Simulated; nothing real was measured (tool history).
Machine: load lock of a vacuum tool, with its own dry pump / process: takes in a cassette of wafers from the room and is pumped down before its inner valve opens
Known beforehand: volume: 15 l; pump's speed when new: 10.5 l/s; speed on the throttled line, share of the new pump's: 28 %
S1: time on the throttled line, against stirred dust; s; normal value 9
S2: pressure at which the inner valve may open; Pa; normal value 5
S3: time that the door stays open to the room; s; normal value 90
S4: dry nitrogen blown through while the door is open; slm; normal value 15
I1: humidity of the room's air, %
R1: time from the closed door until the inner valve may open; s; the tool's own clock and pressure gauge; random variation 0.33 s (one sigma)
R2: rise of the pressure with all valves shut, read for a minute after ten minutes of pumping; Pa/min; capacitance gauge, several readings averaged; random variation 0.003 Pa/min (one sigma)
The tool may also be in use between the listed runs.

{"run": 1, "hour": 0.0, "S1": 9, "S2": 5, "S3": 90, "S4": 15, "I1": 42.4, "R1": 22.2, "R2": 0.118}
{"run": 2, "hour": 418.4, "S1": 9, "S2": 5, "S3": 203, "S4": 15, "I1": 44.2, "R1": 22.1, "R2": 0.146}
{"run": 3, "hour": 879.6, "S1": 9, "S2": 5, "S3": 203, "S4": 15, "I1": 45.4, "R1": 22.8, "R2": 0.162}
{"run": 4, "hour": 1361.6, "S1": 5, "S2": 5, "S3": 90, "S4": 15, "I1": 45.2, "R1": 20.2, "R2": 0.149}
{"run": 5, "hour": 1701.7, "S1": 5, "S2": 5, "S3": 172, "S4": 15, "I1": 46.0, "R1": 20.7, "R2": 0.166}
{"run": 6, "hour": 2012.2, "S1": 5, "S2": 5, "S3": 172, "S4": 15, "I1": 45.3, "R1": 19.7, "R2": 0.173}
{"run": 7, "hour": 2524.5, "S1": 5, "S2": 5, "S3": 172, "S4": 15, "I1": 47.5, "R1": 20.4, "R2": 0.187}
{"run": 8, "hour": 3024.6, "S1": 5, "S2": 5, "S3": 172, "S4": 15, "I1": 40.7, "R1": 20.6, "R2": 0.189}
{"run": 9, "hour": 3524.3, "S1": 5, "S2": 5, "S3": 172, "S4": 15, "I1": 46.3, "R1": 20.5, "R2": 0.216}
{"run": 10, "hour": 3795.1, "S1": 5, "S2": 5, "S3": 172, "S4": 15, "I1": 47.0, "R1": 20.2, "R2": 0.218}
{"run": 11, "hour": 4032.3, "S1": 4, "S2": 5, "S3": 90, "S4": 15, "I1": 43.9, "R1": 19.8, "R2": 0.204}
{"run": 12, "hour": 4489.9, "S1": 4, "S2": 5, "S3": 90, "S4": 15, "I1": 45.5, "R1": 20.7, "R2": 0.22}
{"run": 13, "hour": 4734.8, "S1": 4, "S2": 5, "S3": 90, "S4": 15, "I1": 44.2, "R1": 19.8, "R2": 0.225}
{"run": 14, "hour": 5208.1, "S1": 4, "S2": 5, "S3": 90, "S4": 15, "I1": 41.9, "R1": 20.6, "R2": 0.239}
{"run": 15, "hour": 5435.0, "S1": 9, "S2": 5, "S3": 90, "S4": 15, "I1": 44.5, "R1": 24.1, "R2": 0.239}
{"run": 16, "hour": 5785.1, "S1": 9, "S2": 5, "S3": 90, "S4": 15, "I1": 42.0, "R1": 24.4, "R2": 0.251}
{"run": 17, "hour": 6245.1, "S1": 9, "S2": 5, "S3": 90, "S4": 15, "I1": 45.0, "R1": 24.6, "R2": 0.268}
{"run": 18, "hour": 6462.5, "S1": 9, "S2": 5, "S3": 90, "S4": 15, "I1": 44.6, "R1": 24.1, "R2": 0.273}
{"run": 19, "hour": 6958.8, "S1": 9, "S2": 10, "S3": 90, "S4": 15, "I1": 42.5, "R1": 22.1, "R2": 0.284}
{"run": 20, "hour": 7260.8, "S1": 9, "S2": 10, "S3": 90, "S4": 15, "I1": 41.3, "R1": 22.5, "R2": 0.296}
{"run": 21, "hour": 7580.1, "S1": 7, "S2": 8, "S3": 62, "S4": 17, "I1": 47.4, "R1": 22.0, "R2": 0.309}
{"run": 22, "hour": 7947.8, "S1": 11, "S2": 4, "S3": 90, "S4": 15, "I1": 47.1, "R1": 26.4, "R2": 0.323}
{"run": 23, "hour": 8333.5, "S1": 7, "S2": 4, "S3": 75, "S4": 28, "I1": 45.1, "R1": 24.2, "R2": 0.325}
{"hour": 8497.9, "done": "door's seal changed, seat wiped"}
{"run": 24, "hour": 8716.5, "S1": 7, "S2": 8, "S3": 132, "S4": 28, "I1": 42.5, "R1": 22.2, "R2": 0.051}
{"run": 25, "hour": 8928.4, "S1": 5, "S2": 5, "S3": 87, "S4": 15, "I1": 45.2, "R1": 22.8, "R2": 0.06}
{"run": 26, "hour": 9278.0, "S1": 5, "S2": 5, "S3": 87, "S4": 15, "I1": 43.4, "R1": 22.8, "R2": 0.061}
{"run": 27, "hour": 9644.3, "S1": 5, "S2": 5, "S3": 81, "S4": 15, "I1": 44.5, "R1": 22.6, "R2": 0.054}
{"run": 28, "hour": 9938.4, "S1": 5, "S2": 5, "S3": 81, "S4": 15, "I1": 45.2, "R1": 22.6, "R2": 0.063}
{"run": 29, "hour": 10192.4, "S1": 6, "S2": 5, "S3": 68, "S4": 35, "I1": 44.2, "R1": 23.7, "R2": 0.05}
{"hour": 10497.8, "done": "dry pump taken out, an overhauled one fitted"}
{"run": 30, "hour": 10607.2, "S1": 16, "S2": 4, "S3": 98, "S4": 27, "I1": 46.3, "R1": 26.5, "R2": 0.063}
{"run": 31, "hour": 10914.9, "S1": 16, "S2": 4, "S3": 98, "S4": 27, "I1": 43.6, "R1": 26.4, "R2": 0.068}
{"run": 32, "hour": 11358.6, "S1": 16, "S2": 4, "S3": 98, "S4": 27, "I1": 46.7, "R1": 26.7, "R2": 0.078}
{"run": 33, "hour": 11795.5, "S1": 16, "S2": 4, "S3": 98, "S4": 39, "I1": 46.7, "R1": 26.5, "R2": 0.073}
{"run": 34, "hour": 12049.6, "S1": 17, "S2": 7, "S3": 55, "S4": 39, "I1": 44.5, "R1": 26.1, "R2": 0.065}
{"run": 35, "hour": 12268.0, "S1": 17, "S2": 7, "S3": 192, "S4": 8, "I1": 44.5, "R1": 26.3, "R2": 0.121}
{"run": 36, "hour": 12640.4, "S1": 17, "S2": 7, "S3": 192, "S4": 8, "I1": 46.2, "R1": 26.1, "R2": 0.134}
{"run": 37, "hour": 12896.1, "S1": 8, "S2": 5, "S3": 46, "S4": 7, "I1": 45.1, "R1": 20.2, "R2": 0.1}

Had the tool no unlogged condition, and each run kept its random variation, what would the results have been?
Hidden state at play: pump's speed, % of a new pump's; leak at the door's seal, Pa l/s; drift of the gauge itself on ready_s, %; drift of the gauge itself on rise_pa_min, %.
run=1 R1=20.8 R2=0.054
run=2 R1=20.6 R2=0.076
run=3 R1=21.2 R2=0.083
run=4 R1=18.3 R2=0.059
run=5 R1=18.8 R2=0.071
run=6 R1=17.6 R2=0.072
run=7 R1=18.2 R2=0.077
run=8 R1=18.2 R2=0.066
run=9 R1=18.0 R2=0.080
run=10 R1=17.6 R2=0.076
run=11 R1=17.1 R2=0.055
run=12 R1=17.9 R2=0.056
run=13 R1=16.9 R2=0.056
run=14 R1=17.5 R2=0.057
run=15 R1=21.2 R2=0.053
run=16 R1=21.5 R2=0.053
run=17 R1=21.5 R2=0.056
run=18 R1=21.0 R2=0.056
run=19 R1=19.2 R2=0.053
run=20 R1=19.5 R2=0.051
run=21 R1=18.6 R2=0.053
run=22 R1=22.8 R2=0.060
run=23 R1=20.1 R2=0.044
run=24 R1=18.4 R2=0.051
run=25 R1=18.5 R2=0.059
run=26 R1=18.4 R2=0.057
run=27 R1=18.1 R2=0.047
run=28 R1=17.9 R2=0.053
run=29 R1=19.1 R2=0.038
run=30 R1=26.5 R2=0.046
run=31 R1=26.4 R2=0.048
run=32 R1=26.5 R2=0.053
run=33 R1=26.2 R2=0.044
run=34 R1=25.9 R2=0.032
run=35 R1=26.0 R2=0.087
run=36 R1=25.8 R2=0.093
run=37 R1=19.7 R2=0.054
